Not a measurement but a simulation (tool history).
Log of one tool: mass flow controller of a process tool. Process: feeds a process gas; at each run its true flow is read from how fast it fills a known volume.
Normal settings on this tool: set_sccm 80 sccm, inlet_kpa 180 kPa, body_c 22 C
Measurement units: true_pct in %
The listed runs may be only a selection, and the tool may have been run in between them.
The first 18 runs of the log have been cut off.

{"run": 19, "day": 91.775, "set_sccm": 55, "inlet_kpa": 167, "body_c": 37, "true_pct": 100.85}
{"day": 97.654, "done": "gauge calibrated"}
{"run": 20, "day": 98.117, "set_sccm": 22, "inlet_kpa": 215, "body_c": 22, "true_pct": 98.56}
{"run": 21, "day": 103.812, "set_sccm": 73, "inlet_kpa": 168, "body_c": 22, "true_pct": 98.94}
{"run": 22, "day": 110.683, "set_sccm": 73, "inlet_kpa": 168, "body_c": 22, "true_pct": 99.13}
{"run": 23, "day": 118.033, "set_sccm": 73, "inlet_kpa": 254, "body_c": 27, "true_pct": 99.62}
{"run": 24, "day": 123.846, "set_sccm": 73, "inlet_kpa": 254, "body_c": 27, "true_pct": 99.59}
{"run": 25, "day": 130.517, "set_sccm": 32, "inlet_kpa": 180, "body_c": 22, "true_pct": 99.18}
{"run": 26, "day": 134.688, "set_sccm": 88, "inlet_kpa": 166, "body_c": 23, "true_pct": 99.76}
{"run": 27, "day": 141.883, "set_sccm": 88, "inlet_kpa": 166, "body_c": 23, "true_pct": 99.88}
{"run": 28, "day": 147.275, "set_sccm": 25, "inlet_kpa": 154, "body_c": 24, "true_pct": 99.53}
{"run": 29, "day": 153.408, "set_sccm": 64, "inlet_kpa": 231, "body_c": 30, "true_pct": 100.12}
{"run": 30, "day": 158.388, "set_sccm": 42, "inlet_kpa": 203, "body_c": 31, "true_pct": 100.01}
{"run": 31, "day": 161.796, "set_sccm": 80, "inlet_kpa": 168, "body_c": 25, "true_pct": 100.27}

Predict each of these 5 candidate next runs independently; none follows another, all start after run 31:
{"run": "A", "day": 164.8, "set_sccm": 25, "inlet_kpa": 279, "body_c": 23, "true_pct": "?"}
{"run": "B", "day": 164.8, "set_sccm": 93, "inlet_kpa": 221, "body_c": 28, "true_pct": "?"}
{"run": "C", "day": 164.8, "set_sccm": 80, "inlet_kpa": 179, "body_c": 25, "true_pct": "?"}
{"run": "D", "day": 164.8, "set_sccm": 40, "inlet_kpa": 168, "body_c": 37, "true_pct": "?"}
{"run": "E", "day": 164.8, "set_sccm": 22, "inlet_kpa": 145, "body_c": 26, "true_pct": "?"}

run=A true_pct=100.12
run=B true_pct=100.61
run=C true_pct=100.36
run=D true_pct=100.24
run=E true_pct=99.91
Stripped of hidden state, with their random variation kept, the same runs would have yielded:
run=A true_pct=98.73
run=B true_pct=99.24
run=C true_pct=98.99
run=D true_pct=98.86
run=E true_pct=98.51

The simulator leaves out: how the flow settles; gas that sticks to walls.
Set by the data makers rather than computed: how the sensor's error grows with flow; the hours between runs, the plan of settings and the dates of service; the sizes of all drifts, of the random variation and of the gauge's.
